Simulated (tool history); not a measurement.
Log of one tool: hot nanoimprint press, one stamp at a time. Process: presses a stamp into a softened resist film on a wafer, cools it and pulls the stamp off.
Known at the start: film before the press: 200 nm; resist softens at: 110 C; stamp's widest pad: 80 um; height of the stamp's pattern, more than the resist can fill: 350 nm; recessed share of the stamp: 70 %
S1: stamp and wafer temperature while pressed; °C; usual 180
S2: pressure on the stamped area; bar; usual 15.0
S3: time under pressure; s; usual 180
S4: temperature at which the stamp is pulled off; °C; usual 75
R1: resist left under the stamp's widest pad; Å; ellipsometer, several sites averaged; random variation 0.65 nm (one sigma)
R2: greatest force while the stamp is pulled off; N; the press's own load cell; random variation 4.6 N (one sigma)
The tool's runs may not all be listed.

| run | day | S1 | S2 | S3 | S4 | R1 | R2 |
|---|---|---|---|---|---|---|---|
| 1 | 0.000 | 180 | 15.0 | 180 | 75 | 894 | 258 |
| 2 | 1.129 | 180 | 15.0 | 180 | 75 | 918 | 268 |
|  | 2.171 | plate thermocouple calibrated |
| 3 | 2.758 | 180 | 15.0 | 180 | 75 | 881 | 265 |
| 4 | 4.800 | 180 | 15.0 | 180 | 75 | 884 | 277 |
| 5 | 6.088 | 180 | 15.0 | 180 | 75 | 893 | 287 |
| 6 | 7.125 | 180 | 15.0 | 180 | 75 | 888 | 269 |
| 7 | 8.279 | 180 | 15.0 | 180 | 75 | 900 | 270 |
| 8 | 9.425 | 180 | 15.0 | 180 | 75 | 902 | 277 |
| 9 | 11.092 | 180 | 15.0 | 180 | 75 | 901 | 283 |
| 10 | 12.475 | 180 | 15.0 | 180 | 75 | 907 | 285 |
| 11 | 14.350 | 180 | 15.0 | 180 | 75 | 910 | 276 |
|  | 15.308 | stamp cleaned and given a new release coat |
|  | 16.417 | plate thermocouple calibrated |
| 12 | 16.667 | 180 | 15.0 | 180 | 75 | 914 | 225 |
| 13 | 17.612 | 183 | 15.0 | 180 | 75 | 799 | 223 |
|  | 18.408 | press's hydraulic seals changed and the load cell set to zero |
| 14 | 19.450 | 174 | 15.0 | 180 | 75 | 1150 | 231 |
| 15 | 21.296 | 174 | 15.0 | 180 | 75 | 1137 | 250 |
| 16 | 23.112 | 189 | 15.0 | 180 | 69 | 618 | 262 |
| 17 | 25.246 | 174 | 11.5 | 91 | 68 | 1520 | 274 |
| 18 | 26.717 | 174 | 11.5 | 255 | 63 | 1163 | 296 |
| 19 | 27.996 | 178 | 15.0 | 194 | 80 | 966 | 240 |

Forecast run 20:
| 20 | 29.254 | 170 | 12.7 | 180 | 75 | ? | ? |

R1: 1457 Å
R2: 265 N
Without the tool's hidden state the same run would have given R1 1425 Å, R2 236 N.

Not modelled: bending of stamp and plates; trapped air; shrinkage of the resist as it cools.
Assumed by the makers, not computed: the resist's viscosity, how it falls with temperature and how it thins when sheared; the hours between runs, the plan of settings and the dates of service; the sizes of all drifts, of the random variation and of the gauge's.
